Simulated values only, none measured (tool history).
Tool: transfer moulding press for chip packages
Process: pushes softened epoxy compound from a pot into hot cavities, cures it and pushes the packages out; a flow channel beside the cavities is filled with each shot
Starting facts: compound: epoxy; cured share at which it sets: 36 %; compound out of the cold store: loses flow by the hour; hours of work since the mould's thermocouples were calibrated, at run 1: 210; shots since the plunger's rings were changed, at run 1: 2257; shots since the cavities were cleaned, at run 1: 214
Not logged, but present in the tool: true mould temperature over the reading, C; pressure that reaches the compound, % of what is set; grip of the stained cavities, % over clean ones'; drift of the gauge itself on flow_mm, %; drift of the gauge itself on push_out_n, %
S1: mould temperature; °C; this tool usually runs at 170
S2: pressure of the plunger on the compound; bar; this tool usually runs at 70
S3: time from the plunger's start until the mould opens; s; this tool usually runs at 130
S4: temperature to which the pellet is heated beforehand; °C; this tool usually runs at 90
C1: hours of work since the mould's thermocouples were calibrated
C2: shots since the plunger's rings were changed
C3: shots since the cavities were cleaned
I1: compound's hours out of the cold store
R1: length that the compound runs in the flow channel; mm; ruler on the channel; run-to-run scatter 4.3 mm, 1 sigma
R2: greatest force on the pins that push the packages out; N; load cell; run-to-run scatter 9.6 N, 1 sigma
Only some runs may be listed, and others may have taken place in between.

run	hour	S1	S2	S3	S4	C1	C2	C3	I1	R1	R2
1	0	170	70	130	90	210	2257	214	12.4	824	558
2	13.7	170	70	130	90	216	2336	293	31.1	732	573
3	24.4	170	70	130	90	220	2397	354	42.7	687	569
4	40.9	170	70	130	90	227	2491	448	47.9	669	605
5	49.6	170	70	130	90	231	2541	498	30.4	740	626
6	64.3	169	70	130	90	237	2625	582	17	783	687
# hour 73.7: cavities cleaned with cleaning compound and waxed
7	81.7	169	70	130	90	244	2717	46	8.1	835	533
8	95.1	169	70	130	90	250	2793	122	8.1	836	565
9	112.1	169	70	130	90	257	2891	220	30.8	734	565
10	129.4	169	70	130	90	264	2990	319	47.3	657	570
11	146	170	60.3	130	90	271	3085	414	42.3	630	565
12	160.4	170	60.3	130	90	277	3167	496	23.4	702	629
13	171.2	170	60.3	130	90	282	3229	558	12.3	753	649
# hour 184.9: cavities cleaned with cleaning compound and waxed
14	189	170	60.3	130	90	289	3322	23	34	650	466
15	207.8	174	61.7	164	97	297	3430	131	12.2	745	420
16	222.5	169	77.2	127	97	303	3515	216	44	700	565
17	240	169	77.2	127	83	311	3615	316	31.2	747	607
18	249	167	70	130	90	315	3666	367	11.5	811	722
19	258.8	170	86.1	132	90	319	3722	423	28.6	799	550
# hour 262.1: mould's thermocouples calibrated
20	278.5	164	70	124	90	7	3824	525	47.3	675	914
21	292	164	70	124	90	13	3901	602	47.5	662	895
# hour 298.6: cavities cleaned with cleaning compound and waxed
22	304	164	70	124	90	17	3961	30	33.6	721	751
23	316.3	171	65.9	124	92	22	4032	101	43	640	512
# hour 326.5: mould's thermocouples calibrated, once more
24	326.5	176	70	133	88	0	4079	148	47.8	620	433
25	340.3	173	76.4	118	99	6	4158	227	33.7	718	523
26	354.6	170	70	118	93	12	4240	309	36.2	684	635
27	363.1	168	70	130	95	16	4289	358	14.2	789	659
28	381	168	70	130	95	23	4391	460	26.7	728	643

5 options for the next run, each taken on its own from the tool as it stands now. Forecast them:
A	397.2	167	70	130	95	30	4484	553	16.6	?	?
B	397.2	171	70	115	98	30	4484	553	30.7	?	?
C	397.2	170	70	130	90	30	4484	553	23.5	?	?
D	397.2	168	65.5	130	95	30	4484	553	11.1	?	?
E	397.2	168	71.7	131	95	30	4484	553	27.3	?	?

run	R1	R2
A	764	726
B	696	688
C	729	616
D	769	712
E	723	651
Without the tool's unlogged condition, the same runs would have read:
run	R1	R2
A	841	529
B	765	502
C	802	451
D	846	518
E	796	475
